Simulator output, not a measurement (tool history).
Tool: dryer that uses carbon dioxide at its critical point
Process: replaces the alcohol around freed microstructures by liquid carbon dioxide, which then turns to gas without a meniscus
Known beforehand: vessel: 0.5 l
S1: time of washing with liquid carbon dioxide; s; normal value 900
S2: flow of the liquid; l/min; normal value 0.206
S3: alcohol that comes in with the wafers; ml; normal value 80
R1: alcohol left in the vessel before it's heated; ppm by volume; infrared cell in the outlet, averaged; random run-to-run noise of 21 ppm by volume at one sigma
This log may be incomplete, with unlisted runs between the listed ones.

run,day,S1,S2,S3,R1
1,0.000,900,0.206,80,1662
2,1.042,900,0.206,80,1671
3,2.338,900,0.206,80,1668
4,3.617,900,0.206,80,1692
5,5.183,900,0.206,80,1739
6,6.600,900,0.206,80,1696
7,7.871,840,0.206,80,2340
8,9.300,900,0.206,80,1769
9,10.258,900,0.206,80,1787
10,11.292,1140,0.206,80,581
11,12.192,1140,0.206,80,571
12,13.096,1140,0.206,80,573
13,14.038,900,0.206,80,1846
14,14.933,900,0.206,80,1821
15,16.329,900,0.206,22,572
16,17.596,900,0.206,22,580
17,18.417,900,0.206,22,573
18,19.796,900,0.206,22,569
19,20.800,900,0.206,22,590
20,22.217,900,0.206,22,597
# day 22.525: inlet filter changed
21,23.746,1080,0.171,48,892
22,25.112,780,0.337,53,233
23,25.921,780,0.337,53,233
24,26.888,780,0.337,53,245
25,28.233,780,0.337,53,246
26,29.454,1380,0.182,50,250
27,30.996,660,0.217,80,4517
28,32.308,900,0.225,47,696
29,32.988,1140,0.290,80,131
30,33.638,900,0.247,80,731
31,35.221,1020,0.195,80,1159
32,35.862,1020,0.141,80,4145
33,36.692,1380,0.206,53,178
34,37.521,1440,0.223,37,116
35,38.946,1440,0.223,37,119
36,40.229,540,0.312,80,2804
37,41.062,900,0.146,68,5024
38,42.254,1260,0.196,80,428
39,43.204,1260,0.196,80,436
40,44.571,1260,0.196,80,455

How would selected steps in R1 from run to run divide? Give the signed amount a tool lacking its hidden state would still show from settings, what came in and random variation, and the signed amount left for the hidden state, including any gauge scatter that is not in both of the compared results.
The hidden state here: flow that reaches the vessel past the clogged filter, %; alcohol in the recycled carbon dioxide, ppm; drift of the gauge itself on alcohol_ppm, %.
Run 26 -> 27: S1 1380 -> 660, S2 0.182 -> 0.217, S3 50 -> 80. R1 +4267 ppm by volume: hidden state +269, all else +3998.
Run 32 -> 33: S1 1020 -> 1380, S2 0.141 -> 0.206, S3 80 -> 53. R1 -3967 ppm by volume: hidden state -343, all else -3624.
Run 35 -> 36: S1 1440 -> 540, S2 0.223 -> 0.312, S3 37 -> 80. R1 +2685 ppm by volume: hidden state +332, all else +2353.
Run 37 -> 38: S1 900 -> 1260, S2 0.146 -> 0.196, S3 68 -> 80. R1 -4596 ppm by volume: hidden state -460, all else -4136.
